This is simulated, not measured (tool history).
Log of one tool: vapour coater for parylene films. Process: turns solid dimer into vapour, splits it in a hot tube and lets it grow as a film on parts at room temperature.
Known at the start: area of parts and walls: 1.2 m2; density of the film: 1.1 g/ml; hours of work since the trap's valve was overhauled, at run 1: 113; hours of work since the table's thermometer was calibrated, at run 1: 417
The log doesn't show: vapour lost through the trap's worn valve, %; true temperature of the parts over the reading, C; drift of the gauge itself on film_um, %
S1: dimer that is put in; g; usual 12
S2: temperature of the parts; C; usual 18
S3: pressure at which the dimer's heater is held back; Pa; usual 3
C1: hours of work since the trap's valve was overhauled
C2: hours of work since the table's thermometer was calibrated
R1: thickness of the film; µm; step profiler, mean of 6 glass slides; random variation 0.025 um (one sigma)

run   hour  S1  S2     S3   C1   C2    R1
  1      0  12  18      3  113  417  4.84
  2   12.8   9  18      3  119  422  3.61
  3   28.6   9  18      3  125  429   3.6
  4     43  10  18      3  132  435  4.07
  5     64  10  18      3  141  444  4.05
  6   81.2  12  12      3  148  452  5.42
  7   93.4  12  12      3  153  457  5.44
  8  117.1  17  12      3  164  467  7.73
  9  137.5  17  12      3  172  476  7.68
 10  153.2  17  12      3  179  483  7.72
 11  167.5  18  18      3  185  489  7.18
 12  180.5  18  18      3  191  494  7.17
 13  199.4  12  16      3  199  502     5
 14  220.1  12  12      3  208  511  5.37
 15  234.5  12  18      3  214  518  4.84
 16  252.4   5  18      3  222  525     2
 17  268.5   5  18      3  229  532     2
 18  287.9   8  18   9.21  237  540  2.52
 19  301.4   8  18   9.21  243  546  2.53
 20  316.4  18  18   2.31  249  553  7.62
 21  340.3   6  18   2.58  259  563  2.48
 22  353.6   8  27    3.1  265  569  2.68
 23  377.5  10  18      3  275  579  3.96
 24    389   6  26  11.78  280  584  1.53
 25  408.2   9  25   2.92  289  592  3.14
 26  429.8  12  28   5.24  298  601  3.51
 27  445.9  11  18  11.52  305  608  3.32
 28  460.7  11  18  11.52  311  615  3.29
 29  474.8  11  18  11.52  317  621  3.29
 30  489.3  11  18  11.52  324  627  3.31
 31  500.3  11  18  11.52  328  632  3.31
 32  516.4   6  23  11.52  335  639  1.62

Measured less the same run without the tool's hidden state. The same run-to-run variation is in both; the gauge's scatter may not be:
run     R1
  1  -0.07
  2  -0.05
  3  -0.05
  4  -0.07
  5  -0.07
  6  -0.09
  7  -0.09
  8  -0.14
  9  -0.15
 10  -0.16
 11  -0.14
 12  -0.15
 13  -0.11
 14  -0.13
 15  -0.11
 16  -0.04
 17  -0.05
 18  -0.07
 19  -0.06
 20  -0.21
 21  -0.07
 22  -0.08
 23  -0.11
 24  -0.05
 25  -0.09
 26  -0.11
 27  -0.11
 28  -0.11
 29  -0.11
 30  -0.12
 31  -0.12
 32  -0.06
